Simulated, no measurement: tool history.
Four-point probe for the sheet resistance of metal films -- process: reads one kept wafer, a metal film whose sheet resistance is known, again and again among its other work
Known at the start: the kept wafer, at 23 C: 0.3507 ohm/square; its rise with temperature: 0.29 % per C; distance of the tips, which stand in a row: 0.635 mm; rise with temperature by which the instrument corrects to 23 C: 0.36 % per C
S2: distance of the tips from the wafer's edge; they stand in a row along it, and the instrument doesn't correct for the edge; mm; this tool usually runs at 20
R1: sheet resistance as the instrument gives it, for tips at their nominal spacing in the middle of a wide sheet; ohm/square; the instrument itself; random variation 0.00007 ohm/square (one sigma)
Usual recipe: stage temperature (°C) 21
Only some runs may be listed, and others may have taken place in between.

run 1 hour=0 | stage_temperature_(°C)=21 S2=20 | R1=0.350919
run 2 hour=105.5 | stage_temperature_(°C)=21 S2=20 | R1=0.350958
run 3 hour=233 | stage_temperature_(°C)=21 S2=20 | R1=0.350783
run 4 hour=313.4 | stage_temperature_(°C)=19 S2=20 | R1=0.351459
-- hour=338.1 stage's thermometer calibrated
run 5 hour=386.9 | stage_temperature_(°C)=21 S2=20 | R1=0.351172
run 6 hour=502.8 | stage_temperature_(°C)=21 S2=13 | R1=0.351481
run 7 hour=563.4 | stage_temperature_(°C)=21 S2=13 | R1=0.351514
run 8 hour=690.8 | stage_temperature_(°C)=21 S2=13 | R1=0.351437
run 9 hour=791.7 | stage_temperature_(°C)=21 S2=13 | R1=0.351455
run 10 hour=872.9 | stage_temperature_(°C)=23 S2=20 | R1=0.350766
run 11 hour=931.9 | stage_temperature_(°C)=21 S2=20 | R1=0.351266
run 12 hour=1007.2 | stage_temperature_(°C)=21 S2=20 | R1=0.351397
run 13 hour=1125.5 | stage_temperature_(°C)=27 S2=4 | R1=0.354314
run 14 hour=1181 | stage_temperature_(°C)=27 S2=6 | R1=0.351892
run 15 hour=1235.1 | stage_temperature_(°C)=21 S2=22 | R1=0.351344
run 16 hour=1326.9 | stage_temperature_(°C)=24 S2=38 | R1=0.350521
run 17 hour=1411.1 | stage_temperature_(°C)=24 S2=21 | R1=0.350703
run 18 hour=1500 | stage_temperature_(°C)=22 S2=3 | R1=0.359356
run 19 hour=1598.6 | stage_temperature_(°C)=21 S2=20 | R1=0.351445
run 20 hour=1705.8 | stage_temperature_(°C)=21 S2=20 | R1=0.351576
run 21 hour=1788.5 | stage_temperature_(°C)=30 S2=15 | R1=0.349555
run 22 hour=1849.5 | stage_temperature_(°C)=28 S2=16 | R1=0.350057
run 23 hour=1968.6 | stage_temperature_(°C)=28 S2=5 | R1=0.352752
run 24 hour=2061.9 | stage_temperature_(°C)=26 S2=12 | R1=0.350876

Forecast each of these 4 alternatives for the next run:
run A hour=2123.3 | stage_temperature_(°C)=32 S2=20 | R1=?
run B hour=2123.3 | stage_temperature_(°C)=28 S2=22 | R1=?
run C hour=2123.3 | stage_temperature_(°C)=23 S2=20 | R1=?
run D hour=2123.3 | stage_temperature_(°C)=19 S2=20 | R1=?

run=A R1=0.348851
run=B R1=0.349829
run=C R1=0.351166
run=D R1=0.352271
With the hidden condition removed and each run's random variation left untouched, the same runs would have given:
run=A R1=0.348521
run=B R1=0.3495
run=C R1=0.350837
run=D R1=0.351943

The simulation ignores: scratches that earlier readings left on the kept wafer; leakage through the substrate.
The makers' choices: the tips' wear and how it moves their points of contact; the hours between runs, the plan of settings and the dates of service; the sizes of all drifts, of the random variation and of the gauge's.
